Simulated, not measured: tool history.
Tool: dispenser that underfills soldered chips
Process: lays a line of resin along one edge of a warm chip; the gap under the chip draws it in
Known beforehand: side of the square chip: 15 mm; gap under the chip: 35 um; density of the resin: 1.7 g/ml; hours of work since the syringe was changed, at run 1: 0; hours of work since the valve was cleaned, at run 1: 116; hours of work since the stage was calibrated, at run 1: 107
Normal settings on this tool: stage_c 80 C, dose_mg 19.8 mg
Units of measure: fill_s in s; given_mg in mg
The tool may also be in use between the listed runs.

run,hour,stage_c,dose_mg,hours of work since the syringe was changed,hours of work since the valve was cleaned,hours of work since the stage was calibrated,fill_s,given_mg
1,0.0,80,19.8,0,116,107,254.5,17.86
# hour 5.0: dispensing valve cleaned and set on the balance
2,8.9,80,19.8,5,3,112,334.2,19.58
3,16.5,80,19.8,10,8,117,442.7,19.68
# hour 19.8: new syringe of resin
4,23.9,85,19.8,3,12,121,239.8,19.48
5,28.3,80,19.8,6,15,124,350.2,19.49
6,36.2,80,25.0,11,20,129,459.5,24.48
# hour 38.6: new syringe of resin
7,43.8,80,25.0,3,25,134,289.8,24.42
8,49.1,80,19.8,7,28,138,364.8,19.38
9,53.5,80,19.8,10,31,141,427.3,19.36
# hour 57.5: new syringe of resin
10,59.6,80,20.6,1,35,144,264.7,20.06
11,67.7,80,19.8,7,40,150,370.2,19.07
12,72.8,80,19.8,10,44,153,450.2,19.03
# hour 76.4: new syringe of resin
13,77.2,80,19.8,1,46,156,251.7,18.93
14,82.9,80,19.8,4,50,159,319.0,18.97
15,90.2,93,17.8,9,55,164,261.7,16.78
# hour 95.0: new syringe of resin
16,95.6,93,17.8,0,58,167,152.5,16.87
17,102.8,75,19.1,5,63,172,413.5,18.01
18,110.1,75,19.1,10,68,177,546.2,17.92
# hour 114.2: new syringe of resin
19,118.3,82,19.1,3,73,182,260.8,17.81
20,121.8,78,25.2,5,75,184,338.6,23.33
21,125.6,80,24.9,7,77,187,369.7,23.21
# hour 133.1: new syringe of resin
22,133.6,80,24.9,0,83,192,239.4,22.92
23,140.1,86,25.0,5,87,196,245.8,23.02

How the hidden state differs across the entries between the runs, from the last listed run before each to the first after it:
Runs 1 to 2: dispensing valve cleaned and set on the balance (hour 5.0)
  resin's viscosity, % of fresh resin's: 100.4 -> 136.4; dose that the valve gives, % of what is set: 90.54 -> 99.57; true chip temperature over the reading, C: 0.88 -> 0.92
  measured result minus the result with no hidden state, fill_s: -2.9 -> +79.9 s; given_mg: -1.87 -> -0.08 mg
Runs 3 to 4: new syringe of resin (hour 19.8)
  resin's viscosity, % of fresh resin's: 183.5 -> 120.1; dose that the valve gives, % of what is set: 99.12 -> 98.71; true chip temperature over the reading, C: 0.95 -> 0.98
  measured result minus the result with no hidden state, fill_s: +192.0 -> +32.6 s; given_mg: -0.18 -> -0.26 mg
Runs 6 to 7: new syringe of resin (hour 38.6)
  resin's viscosity, % of fresh resin's: 194.1 -> 121.3; dose that the valve gives, % of what is set: 97.99 -> 97.57; true chip temperature over the reading, C: 1.03 -> 1.06
  measured result minus the result with no hidden state, fill_s: +212.5 -> +40.3 s; given_mg: -0.50 -> -0.60 mg
Runs 9 to 10: new syringe of resin (hour 57.5)
  resin's viscosity, % of fresh resin's: 177 -> 109.4; dose that the valve gives, % of what is set: 97.02 -> 96.7; true chip temperature over the reading, C: 1.1 -> 1.12
  measured result minus the result with no hidden state, fill_s: +176.1 -> +12.4 s; given_mg: -0.59 -> -0.68 mg
Runs 12 to 13: new syringe of resin (hour 76.4)
  resin's viscosity, % of fresh resin's: 182.9 -> 103.7; dose that the valve gives, % of what is set: 95.93 -> 95.71; true chip temperature over the reading, C: 1.18 -> 1.2
  measured result minus the result with no hidden state, fill_s: +193.4 -> -1.5 s; given_mg: -0.81 -> -0.85 mg
Runs 15 to 16: new syringe of resin (hour 95.0)
  resin's viscosity, % of fresh resin's: 172.4 -> 103.1; dose that the valve gives, % of what is set: 95 -> 94.67; true chip temperature over the reading, C: 1.25 -> 1.28
  measured result minus the result with no hidden state, fill_s: +104.7 -> -0.3 s; given_mg: -0.89 -> -0.94 mg
Runs 18 to 19: new syringe of resin (hour 114.2)
  resin's viscosity, % of fresh resin's: 180.9 -> 117.2; dose that the valve gives, % of what is set: 93.87 -> 93.41; true chip temperature over the reading, C: 1.34 -> 1.37
  measured result minus the result with no hidden state, fill_s: +230.9 -> +29.1 s; given_mg: -1.17 -> -1.26 mg
Runs 21 to 22: new syringe of resin (hour 133.1)
  resin's viscosity, % of fresh resin's: 155.6 -> 101.9; dose that the valve gives, % of what is set: 93.02 -> 92.56; true chip temperature over the reading, C: 1.4 -> 1.43
  measured result minus the result with no hidden state, fill_s: +118.9 -> -9.0 s; given_mg: -1.74 -> -1.84 mg
